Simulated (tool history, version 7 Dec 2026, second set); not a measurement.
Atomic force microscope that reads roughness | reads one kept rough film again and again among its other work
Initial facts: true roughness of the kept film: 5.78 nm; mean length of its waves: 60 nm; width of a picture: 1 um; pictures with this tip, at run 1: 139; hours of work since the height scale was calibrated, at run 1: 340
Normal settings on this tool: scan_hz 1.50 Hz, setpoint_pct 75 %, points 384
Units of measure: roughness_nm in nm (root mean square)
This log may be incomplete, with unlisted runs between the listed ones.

run   hour  scan_hz  setpoint_pct  points  pictures with this tip  hours of work since the height scale was calibrated  roughness_nm
  1    0.0     1.50            75     384                     139                                                  340         5.346
  2   41.1     1.50            75     384                     182                                                  358         5.327
  3   61.4     1.50            75     384                     204                                                  367         5.343
      78.9  -- new tip fitted
  4  103.0     1.50            75     954                      26                                                  385         5.349
  5  136.1     1.50            75     384                      61                                                  399         5.323
  6  169.0     1.50            75     739                      96                                                  413         5.361
  7  207.6     1.50            75     384                     137                                                  430         5.341
  8  225.8     1.50            75     384                     157                                                  438         5.352
  9  247.2     1.47            75     384                     179                                                  447         5.329
 10  285.0     3.79            87     693                     220                                                  464         4.796
     288.0  -- new tip fitted
 11  308.4     1.21            55     522                      22                                                  473         5.490
 12  341.9     1.21            55     522                      58                                                  488         5.473
 13  364.7     1.21            55     522                      82                                                  498         5.508
 14  406.5     2.17            75     384                     127                                                  516         5.309

Take each entry between the runs: how does the hidden state at the last listed run before it differ from the hidden state at the first listed run after it?
Run 3 -> run 4: new tip fitted (hour 78.9)
  radius of the tip, nm: 7.4 -> 7.1
Run 10 -> run 11: new tip fitted (hour 288.0)
  radius of the tip, nm: 7.4 -> 7
